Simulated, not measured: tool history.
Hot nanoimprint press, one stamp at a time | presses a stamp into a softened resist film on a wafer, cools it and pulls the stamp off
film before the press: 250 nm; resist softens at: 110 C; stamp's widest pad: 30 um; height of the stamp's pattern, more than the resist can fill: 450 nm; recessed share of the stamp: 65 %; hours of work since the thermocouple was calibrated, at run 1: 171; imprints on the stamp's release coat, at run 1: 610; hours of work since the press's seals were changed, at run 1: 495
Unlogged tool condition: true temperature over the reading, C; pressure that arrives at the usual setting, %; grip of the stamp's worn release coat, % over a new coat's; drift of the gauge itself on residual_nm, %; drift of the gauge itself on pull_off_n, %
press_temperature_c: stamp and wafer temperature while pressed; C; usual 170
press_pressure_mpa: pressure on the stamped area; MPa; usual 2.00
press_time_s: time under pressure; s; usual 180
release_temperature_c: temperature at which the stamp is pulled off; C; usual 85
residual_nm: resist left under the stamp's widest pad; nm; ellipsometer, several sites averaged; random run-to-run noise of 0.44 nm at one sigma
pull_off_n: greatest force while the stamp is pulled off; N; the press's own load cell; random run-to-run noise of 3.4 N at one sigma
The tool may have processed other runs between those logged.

run   hour  press_temperature_c  press_pressure_mpa  press_time_s  release_temperature_c  hours of work since the thermocouple was calibrated  imprints on the stamp's release coat  hours of work since the press's seals were changed  residual_nm  pull_off_n
  1    0.0                  170                2.00           180                     85                                                  171                                   610                                                 495        118.9         238
  2   36.2                  170                2.00           180                     71                                                  192                                   687                                                 517        119.0         286
  3   59.4                  170                2.00           180                     71                                                  206                                   736                                                 530        119.3         294
  4   76.4                  170                2.00           180                     71                                                  216                                   772                                                 540        119.8         292
  5  115.1                  170                2.00           180                     71                                                  239                                   854                                                 563        119.9         293
  6  152.0                  170                2.00           180                     71                                                  261                                   932                                                 585        119.9         287
  7  181.8                  170                2.45           180                     71                                                  278                                   995                                                 603        107.1         293
  8  203.9                  170                2.00           180                     85                                                  291                                  1042                                                 616        119.9         249
  9  227.2                  179                2.00           180                     85                                                  305                                  1091                                                 629         80.2         256
 10  251.7                  164                2.00           180                     85                                                  319                                  1143                                                 644        157.2         255
 11  289.5                  164                2.00           180                     85                                                  342                                  1223                                                 666        157.3         259
 12  320.4                  164                2.00           180                     85                                                  360                                  1288                                                 685        157.9         260
 13  339.1                  170                2.00           165                     85                                                  371                                  1327                                                 696        123.9         259
 14  359.6                  170                2.00           110                     85                                                  383                                  1371                                                 708        140.9         259
 15  392.5                  170                2.00           180                     85                                                  403                                  1440                                                 727        121.4         268
 16  412.0                  167                2.00           180                     85                                                  414                                  1481                                                 739        139.2         261
     442.4  -- press's hydraulic seals changed and the load cell set to zero
 17  452.6                  182                2.14           105                     91                                                  434                                  1550                                                   6         81.6         240
 18  486.3                  182                2.14           105                     91                                                  453                                  1622                                                  26         81.8         245
 19  526.2                  162                2.00           180                     85                                                  477                                  1706                                                  50        171.0         264
 20  559.8                  162                2.00           180                     85                                                  497                                  1777                                                  69        172.4         268
 21  595.6                  178                2.46           198                     84                                                  518                                  1853                                                  91         71.2         279
     618.7  -- plate thermocouple calibrated
     630.8  -- stamp cleaned and given a new release coat
 22  635.7                  178                2.46           198                     84                                                    6                                    10                                                 109         67.8         229
 23  665.6                  178                1.75           198                     90                                                   24                                    74                                                 127         84.0         212
 24  698.3                  178                1.75           198                     90                                                   44                                   143                                                 146         83.7         214
 25  722.0                  170                1.25           180                     71                                                   58                                   193                                                 160        147.2         274
 26  743.9                  170                1.25           180                     71                                                   70                                   239                                                 173        147.9         275
 27  775.8                  177                2.00            95                     85                                                   89                                   307                                                 192        105.6         233
 28  802.5                  177                2.00            95                     85                                                  105                                   363                                                 208        106.8         227
 29  842.2                  181                1.98           261                     85                                                  129                                   447                                                 231         62.1         233
 30  876.3                  181                1.98           259                     85                                                  149                                   519                                                 251         62.8         237
 31  895.5                  159                2.29           286                     70                                                  160                                   560                                                 263        160.0         285

Consider 3 possible next runs. They are alternatives, not a sequence: every one starts from the tool as it was left by run 31. What does each give?
  A  933.6                  159                1.32           286                     70                                                  183                                   640                                                 285            ?           ?
  B  933.6                  159                2.29           217                     70                                                  183                                   640                                                 285            ?           ?
  C  933.6                  159                3.15           180                     76                                                  183                                   640                                                 285            ?           ?

run  residual_nm  pull_off_n
  A        195.6         294
  B        171.9         284
  C        157.7         271
What these runs would have given with no unlogged condition in the tool:
run  residual_nm  pull_off_n
  A        194.6         275
  B        170.6         266
  C        156.2         254
